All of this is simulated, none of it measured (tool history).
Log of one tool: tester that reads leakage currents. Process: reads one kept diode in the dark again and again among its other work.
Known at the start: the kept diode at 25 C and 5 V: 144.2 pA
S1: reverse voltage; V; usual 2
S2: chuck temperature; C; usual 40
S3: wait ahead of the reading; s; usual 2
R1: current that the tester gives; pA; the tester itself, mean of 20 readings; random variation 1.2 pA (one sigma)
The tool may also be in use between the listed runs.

{"run": 1, "hour": 0.0, "S1": 2, "S2": 40, "S3": 2, "R1": 386.18}
{"run": 2, "hour": 108.6, "S1": 2, "S2": 40, "S3": 2, "R1": 385.2}
{"run": 3, "hour": 225.9, "S1": 1.65, "S2": 40, "S3": 2, "R1": 356.2}
{"run": 4, "hour": 305.5, "S1": 1.65, "S2": 40, "S3": 2, "R1": 354.54}
{"run": 5, "hour": 362.1, "S1": 2, "S2": 40, "S3": 2.34, "R1": 381.27}
{"run": 6, "hour": 419.0, "S1": 2, "S2": 40, "S3": 2.34, "R1": 380.38}
{"run": 7, "hour": 537.1, "S1": 2, "S2": 40, "S3": 2.34, "R1": 378.66}
{"run": 8, "hour": 658.2, "S1": 2, "S2": 40, "S3": 2.34, "R1": 379.11}
{"run": 9, "hour": 792.1, "S1": 2, "S2": 40, "S3": 2.34, "R1": 374.68}
{"run": 10, "hour": 886.6, "S1": 2, "S2": 54, "S3": 2.34, "R1": 1219.54}
{"run": 11, "hour": 1023.9, "S1": 2, "S2": 54, "S3": 2.34, "R1": 1211.06}
{"run": 12, "hour": 1108.7, "S1": 2, "S2": 54, "S3": 2.34, "R1": 1212.24}
{"run": 13, "hour": 1172.1, "S1": 2, "S2": 54, "S3": 2.34, "R1": 1206.61}
{"hour": 1180.1, "done": "chuck's temperature calibrated"}
{"run": 14, "hour": 1293.3, "S1": 2, "S2": 54, "S3": 2.34, "R1": 1138.42}
{"run": 15, "hour": 1403.8, "S1": 2, "S2": 54, "S3": 2.34, "R1": 1134.07}
{"run": 16, "hour": 1494.6, "S1": 8.42, "S2": 54, "S3": 2.34, "R1": 1924.71}
{"run": 17, "hour": 1602.1, "S1": 8.42, "S2": 54, "S3": 2.34, "R1": 1928.89}
{"run": 18, "hour": 1721.5, "S1": 8.42, "S2": 54, "S3": 2.34, "R1": 1910.63}
{"run": 19, "hour": 1788.4, "S1": 8.42, "S2": 54, "S3": 2.34, "R1": 1914.44}
{"run": 20, "hour": 1868.0, "S1": 2, "S2": 40, "S3": 5.1, "R1": 343.11}
{"hour": 1959.5, "done": "chuck's temperature calibrated, once more"}
{"run": 21, "hour": 1987.9, "S1": 7.41, "S2": 39, "S3": 5.1, "R1": 621.18}
{"run": 22, "hour": 2114.5, "S1": 2, "S2": 55, "S3": 1.22, "R1": 1434.95}
{"run": 23, "hour": 2243.4, "S1": 4.73, "S2": 57, "S3": 2.79, "R1": 2304.71}
{"run": 24, "hour": 2319.7, "S1": 4.73, "S2": 57, "S3": 3.44, "R1": 2287.2}
{"run": 25, "hour": 2421.0, "S1": 2.57, "S2": 35, "S3": 1.05, "R1": 288.3}
{"run": 26, "hour": 2547.7, "S1": 2.57, "S2": 55, "S3": 1.05, "R1": 1549.54}
{"run": 27, "hour": 2656.3, "S1": 2, "S2": 40, "S3": 2.85, "R1": 402.35}
{"run": 28, "hour": 2724.2, "S1": 2, "S2": 49, "S3": 0.32, "R1": 868.75}
{"run": 29, "hour": 2812.6, "S1": 2, "S2": 38, "S3": 0.49, "R1": 338.99}
{"run": 30, "hour": 2894.8, "S1": 11.58, "S2": 41, "S3": 3.48, "R1": 849.66}
{"run": 31, "hour": 2983.5, "S1": 19.18, "S2": 40, "S3": 3.56, "R1": 950.5}
{"run": 32, "hour": 3113.2, "S1": 14.22, "S2": 36, "S3": 6.47, "R1": 596.84}
{"run": 33, "hour": 3207.9, "S1": 14.22, "S2": 24, "S3": 6.47, "R1": 210.82}
{"run": 34, "hour": 3338.1, "S1": 13.11, "S2": 24, "S3": 6.47, "R1": 203.49}
{"run": 35, "hour": 3441.0, "S1": 13.11, "S2": 24, "S3": 6.47, "R1": 202.85}
{"run": 36, "hour": 3556.4, "S1": 8.91, "S2": 32, "S3": 3.93, "R1": 346.48}
{"run": 37, "hour": 3664.0, "S1": 15.13, "S2": 35, "S3": 3.93, "R1": 556.53}
{"run": 38, "hour": 3755.6, "S1": 1.52, "S2": 34, "S3": 0.73, "R1": 208.01}
{"run": 39, "hour": 3826.3, "S1": 14.85, "S2": 57, "S3": 0.73, "R1": 3381.55}
{"run": 40, "hour": 3940.5, "S1": 14.85, "S2": 57, "S3": 0.73, "R1": 3374.16}

The same runs without the tool's hidden state, with the same run-to-run variation:
The hidden state here: stray current of the dirty probe card, pA a volt; current scale over the true one, %; true chuck temperature over the reading, C; drift of the gauge itself on leakage_pa, %.
run=1 R1=407.87
run=2 R1=408.37
run=3 R1=379.18
run=4 R1=378.34
run=5 R1=407.4
run=6 R1=407.1
run=7 R1=406.73
run=8 R1=408.71
run=9 R1=405.58
run=10 R1=1319.73
run=11 R1=1315.91
run=12 R1=1320.4
run=13 R1=1316.48
run=14 R1=1319.24
run=15 R1=1318.42
run=16 R1=2237.24
run=17 R1=2249.82
run=18 R1=2236.15
run=19 R1=2245.3
run=20 R1=408.66
run=21 R1=607.49
run=22 R1=1429.9
run=23 R1=2303.47
run=24 R1=2291.48
run=25 R1=286.87
run=26 R1=1563.52
run=27 R1=405.63
run=28 R1=880.82
run=29 R1=342.99
run=30 R1=851.07
run=31 R1=944.04
run=32 R1=591.39
run=33 R1=193.72
run=34 R1=188.4
run=35 R1=188.06
run=36 R1=346.29
run=37 R1=555.51
run=38 R1=216.23
run=39 R1=3521.51
run=40 R1=3525.26
